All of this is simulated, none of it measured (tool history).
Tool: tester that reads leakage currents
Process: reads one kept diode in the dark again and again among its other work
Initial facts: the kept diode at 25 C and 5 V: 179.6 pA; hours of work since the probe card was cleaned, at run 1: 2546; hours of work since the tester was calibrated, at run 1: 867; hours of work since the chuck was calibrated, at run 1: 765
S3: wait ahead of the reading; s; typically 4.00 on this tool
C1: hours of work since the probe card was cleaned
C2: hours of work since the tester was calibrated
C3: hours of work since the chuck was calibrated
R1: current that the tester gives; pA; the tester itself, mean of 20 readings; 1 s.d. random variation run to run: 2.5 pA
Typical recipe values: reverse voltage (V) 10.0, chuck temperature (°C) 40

Run 1, hour 0.0: usual settings; C1 2546; C2 867; C3 765. Result: R1 795.40 pA.
Run 2, hour 70.7: usual settings; C1 2583; C2 904; C3 803. Result: R1 786.82 pA.
Run 3, hour 133.4: usual settings but S3 5.57 s; C1 2616; C2 937; C3 836. Result: R1 792.30 pA.
Run 4, hour 231.0: usual settings but S3 5.57 s; C1 2668; C2 989; C3 887. Result: R1 788.02 pA.
Run 5, hour 317.2: usual settings but S3 5.57 s; C1 2713; C2 1034; C3 932. Result: R1 785.36 pA.
Run 6, hour 414.5: usual settings but S3 5.57 s; C1 2764; C2 1085; C3 984. Result: R1 777.23 pA.
Run 7, hour 505.9: usual settings but S3 5.57 s; C1 2812; C2 1134; C3 1032. Result: R1 780.61 pA.
Run 8, hour 594.8: usual settings but S3 5.57 s; C1 2859; C2 1180; C3 1079. Result: R1 780.34 pA.
Run 9, hour 651.9: usual settings; C1 2889; C2 1210; C3 1109. Result: R1 775.77 pA.
Run 10, hour 704.4: usual settings but S3 0.45 s; C1 2917; C2 1238; C3 1136. Result: R1 778.65 pA.
Run 11, hour 794.8: usual settings but chuck temperature (°C) 23; C1 2965; C2 1286; C3 1184. Result: R1 220.76 pA.
Run 12, hour 884.8: usual settings but chuck temperature (°C) 23; C1 3012; C2 1333; C3 1231. Result: R1 219.25 pA.
Run 13, hour 954.2: usual settings but chuck temperature (°C) 23; C1 3049; C2 1370; C3 1268. Result: R1 219.16 pA.
Run 14, hour 1012.1: usual settings but S3 1.79 s; C1 3079; C2 1400; C3 1298. Result: R1 768.90 pA.
Run 15, hour 1083.0: usual settings but S3 1.79 s; C1 3117; C2 1438; C3 1336. Result: R1 766.54 pA.
Run 16, hour 1174.5: usual settings but reverse voltage (V) 1.3; C1 3165; C2 1486; C3 1384. Result: R1 262.15 pA.
Run 17, hour 1262.6: usual settings but reverse voltage (V) 1.3; C1 3211; C2 1532; C3 1430. Result: R1 261.51 pA.
Run 18, hour 1319.5: usual settings but S3 2.61 s; C1 3241; C2 1562; C3 1460. Result: R1 761.00 pA.
Run 19, hour 1381.6: usual settings but S3 2.61 s; C1 3274; C2 1595; C3 1493. Result: R1 761.84 pA.
At hour 1463.5: probe card cleaned and baked.
Run 20, hour 1463.5: usual settings but reverse voltage (V) 4.9, chuck temperature (°C) 45; C1 0; C2 1636; C3 1535. Result: R1 728.84 pA.
Run 21, hour 1562.0: usual settings but chuck temperature (°C) 22, S3 5.36 s; C1 52; C2 1688; C3 1587. Result: R1 178.77 pA.
Run 22, hour 1620.8: usual settings but reverse voltage (V) 1.0, chuck temperature (°C) 22, S3 4.19 s; C1 83; C2 1719; C3 1618. Result: R1 54.11 pA.
Run 23, hour 1668.6: usual settings but reverse voltage (V) 1.0, chuck temperature (°C) 22, S3 4.19 s; C1 108; C2 1745; C3 1643. Result: R1 54.15 pA.
At hour 1749.1: chuck's temperature calibrated.
Run 24, hour 1752.3: usual settings but reverse voltage (V) 1.0, chuck temperature (°C) 22, S3 4.19 s; C1 151; C2 1788; C3 2. Result: R1 60.36 pA.
Run 25, hour 1801.9: usual settings but reverse voltage (V) 1.0, chuck temperature (°C) 22, S3 4.19 s; C1 177; C2 1814; C3 28. Result: R1 60.07 pA.
Run 26, hour 1872.9: usual settings but reverse voltage (V) 1.5, chuck temperature (°C) 36, S3 7.39 s; C1 215; C2 1851; C3 65. Result: R1 223.95 pA.
Run 27, hour 1942.3: usual settings but reverse voltage (V) 6.5, chuck temperature (°C) 32, S3 7.39 s; C1 251; C2 1888; C3 102. Result: R1 351.60 pA.
Run 28, hour 2012.2: usual settings but reverse voltage (V) 6.5, chuck temperature (°C) 32, S3 7.39 s; C1 288; C2 1924; C3 139. Result: R1 350.69 pA.
Run 29, hour 2068.9: usual settings but reverse voltage (V) 2.0, chuck temperature (°C) 25, S3 2.33 s; C1 318; C2 1954; C3 168. Result: R1 109.94 pA.
Run 30, hour 2143.5: usual settings but reverse voltage (V) 2.6, chuck temperature (°C) 41, S3 3.03 s; C1 357; C2 1994; C3 208. Result: R1 427.23 pA.
Run 31, hour 2243.8: usual settings but S3 0.48 s; C1 410; C2 2046; C3 261. Result: R1 800.37 pA.
Run 32, hour 2296.7: usual settings but S3 0.48 s; C1 438; C2 2074; C3 289. Result: R1 796.68 pA.
Run 33, hour 2372.0: usual settings but reverse voltage (V) 2.0, chuck temperature (°C) 27, S3 0.49 s; C1 478; C2 2114; C3 328. Result: R1 127.91 pA.
Run 34, hour 2456.8: usual settings but reverse voltage (V) 2.0, chuck temperature (°C) 37, S3 0.46 s; C1 522; C2 2159; C3 373. Result: R1 273.99 pA.
Run 35, hour 2545.1: usual settings but reverse voltage (V) 12.3, chuck temperature (°C) 21, S3 8.08 s; C1 569; C2 2205; C3 419. Result: R1 201.71 pA.
Run 36, hour 2648.9: usual settings but reverse voltage (V) 12.3, chuck temperature (°C) 21, S3 8.08 s; C1 623; C2 2260; C3 474. Result: R1 200.66 pA.
Run 37, hour 2741.4: usual settings but reverse voltage (V) 1.3, chuck temperature (°C) 27, S3 3.38 s; C1 672; C2 2309; C3 523. Result: R1 100.07 pA.
Run 38, hour 2792.7: usual settings but reverse voltage (V) 14.3; C1 699; C2 2336; C3 550. Result: R1 936.69 pA.

Hidden condition of the tool, last listed run before each entry between runs versus first listed run after:
Run 19 -> run 20: probe card cleaned and baked (hour 1463.5)
  stray current of the dirty probe card, pA a volt: 2.235 -> 0.022; current scale over the true one, %: -0.63 -> -0.64; true chuck temperature over the reading, C: -1.29 -> -1.33
  measured minus no-state result, R1: -56.93 -> -77.95 pA
Run 23 -> run 24: chuck's temperature calibrated (hour 1749.1)
  stray current of the dirty probe card, pA a volt: 0.093 -> 0.121; current scale over the true one, %: -0.67 -> -0.68; true chuck temperature over the reading, C: -1.44 -> -0.09
  measured minus no-state result, R1: -7.17 -> -0.77 pA
